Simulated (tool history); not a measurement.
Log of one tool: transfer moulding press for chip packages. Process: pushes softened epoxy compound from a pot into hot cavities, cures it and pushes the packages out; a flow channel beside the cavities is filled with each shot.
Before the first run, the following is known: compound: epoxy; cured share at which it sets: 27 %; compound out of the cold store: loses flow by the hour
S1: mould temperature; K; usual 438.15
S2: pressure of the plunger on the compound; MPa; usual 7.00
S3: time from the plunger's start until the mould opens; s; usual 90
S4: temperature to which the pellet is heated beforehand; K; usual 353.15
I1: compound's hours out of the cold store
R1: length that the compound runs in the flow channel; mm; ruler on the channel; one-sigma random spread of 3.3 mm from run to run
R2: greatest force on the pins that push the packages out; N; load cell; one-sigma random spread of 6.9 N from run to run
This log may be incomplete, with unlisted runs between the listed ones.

{"run": 1, "hour": 0.0, "S1": 438.15, "S2": 7.0, "S3": 90, "S4": 353.15, "I1": 28.9, "R1": 491, "R2": 405}
{"run": 2, "hour": 8.0, "S1": 445.15, "S2": 7.0, "S3": 90, "S4": 353.15, "I1": 24.3, "R1": 484, "R2": 358}
{"run": 3, "hour": 17.5, "S1": 445.15, "S2": 7.0, "S3": 90, "S4": 353.15, "I1": 16.8, "R1": 501, "R2": 371}
{"run": 4, "hour": 24.8, "S1": 445.15, "S2": 7.0, "S3": 90, "S4": 353.15, "I1": 18.2, "R1": 496, "R2": 360}
{"run": 5, "hour": 33.5, "S1": 438.15, "S2": 7.0, "S3": 90, "S4": 353.15, "I1": 8.4, "R1": 536, "R2": 504}
{"run": 6, "hour": 39.8, "S1": 438.15, "S2": 7.0, "S3": 90, "S4": 353.15, "I1": 31.9, "R1": 484, "R2": 506}
{"run": 7, "hour": 49.0, "S1": 438.15, "S2": 7.0, "S3": 90, "S4": 353.15, "I1": 39.3, "R1": 469, "R2": 525}
{"run": 8, "hour": 56.3, "S1": 438.15, "S2": 7.0, "S3": 90, "S4": 353.15, "I1": 27.6, "R1": 490, "R2": 547}
{"run": 9, "hour": 62.4, "S1": 438.15, "S2": 8.45, "S3": 90, "S4": 353.15, "I1": 23.5, "R1": 540, "R2": 531}
{"run": 10, "hour": 67.6, "S1": 438.15, "S2": 6.09, "S3": 90, "S4": 353.15, "I1": 28.5, "R1": 455, "R2": 578}
{"hour": 78.6, "done": "cavities cleaned with cleaning compound and waxed"}
{"run": 11, "hour": 78.6, "S1": 438.15, "S2": 6.09, "S3": 90, "S4": 353.15, "I1": 43.1, "R1": 426, "R2": 726}
{"run": 12, "hour": 83.9, "S1": 438.15, "S2": 6.09, "S3": 90, "S4": 353.15, "I1": 33.9, "R1": 439, "R2": 720}
{"run": 13, "hour": 90.5, "S1": 434.15, "S2": 7.0, "S3": 90, "S4": 353.15, "I1": 32.5, "R1": 488, "R2": 916}
{"run": 14, "hour": 94.5, "S1": 434.15, "S2": 7.0, "S3": 90, "S4": 347.15, "I1": 47.6, "R1": 457, "R2": 888}
{"run": 15, "hour": 100.5, "S1": 438.15, "S2": 7.86, "S3": 72, "S4": 353.15, "I1": 41.7, "R1": 484, "R2": 1115}
{"run": 16, "hour": 104.9, "S1": 445.15, "S2": 7.0, "S3": 90, "S4": 353.15, "I1": 29.0, "R1": 469, "R2": 519}
{"run": 17, "hour": 110.3, "S1": 430.15, "S2": 7.0, "S3": 104, "S4": 353.15, "I1": 15.6, "R1": 530, "R2": 918}
{"hour": 118.5, "done": "cavities cleaned with cleaning compound and waxed, once more"}
{"run": 18, "hour": 120.3, "S1": 438.15, "S2": 6.74, "S3": 90, "S4": 360.15, "I1": 13.1, "R1": 503, "R2": 312}
{"run": 19, "hour": 129.5, "S1": 438.15, "S2": 6.74, "S3": 90, "S4": 360.15, "I1": 45.2, "R1": 438, "R2": 329}
{"run": 20, "hour": 135.7, "S1": 437.15, "S2": 5.53, "S3": 109, "S4": 361.15, "I1": 36.9, "R1": 413, "R2": 320}
{"run": 21, "hour": 142.1, "S1": 438.15, "S2": 7.61, "S3": 90, "S4": 361.15, "I1": 24.9, "R1": 507, "R2": 412}
{"run": 22, "hour": 147.9, "S1": 431.15, "S2": 6.55, "S3": 114, "S4": 361.15, "I1": 33.5, "R1": 469, "R2": 423}
{"run": 23, "hour": 153.1, "S1": 431.15, "S2": 6.55, "S3": 114, "S4": 361.15, "I1": 37.8, "R1": 454, "R2": 454}
{"run": 24, "hour": 159.2, "S1": 431.15, "S2": 5.71, "S3": 114, "S4": 353.15, "I1": 18.5, "R1": 460, "R2": 487}
{"run": 25, "hour": 164.5, "S1": 435.15, "S2": 6.03, "S3": 114, "S4": 353.15, "I1": 30.8, "R1": 451, "R2": 385}
{"run": 26, "hour": 173.2, "S1": 435.15, "S2": 6.03, "S3": 114, "S4": 353.15, "I1": 34.9, "R1": 439, "R2": 424}
{"run": 27, "hour": 178.5, "S1": 442.15, "S2": 6.03, "S3": 114, "S4": 353.15, "I1": 29.1, "R1": 430, "R2": 383}
{"run": 28, "hour": 183.9, "S1": 438.15, "S2": 5.82, "S3": 87, "S4": 351.15, "I1": 43.9, "R1": 410, "R2": 545}

Forecast each of these 3 alternatives for the next run:
{"run": "A", "hour": 189.3, "S1": 438.15, "S2": 8.45, "S3": 90, "S4": 345.15, "I1": 42.2, "R1": "?", "R2": "?"}
{"run": "B", "hour": 189.3, "S1": 436.15, "S2": 5.82, "S3": 121, "S4": 351.15, "I1": 22.0, "R1": "?", "R2": "?"}
{"run": "C", "hour": 189.3, "S1": 438.15, "S2": 5.82, "S3": 87, "S4": 351.15, "I1": 30.4, "R1": "?", "R2": "?"}

run=A R1=491 R2=524
run=B R1=446 R2=419
run=C R1=435 R2=570
What these runs would have given with no unlogged condition in the tool:
run=A R1=526 R2=273
run=B R1=479 R2=221
run=C R1=467 R2=304

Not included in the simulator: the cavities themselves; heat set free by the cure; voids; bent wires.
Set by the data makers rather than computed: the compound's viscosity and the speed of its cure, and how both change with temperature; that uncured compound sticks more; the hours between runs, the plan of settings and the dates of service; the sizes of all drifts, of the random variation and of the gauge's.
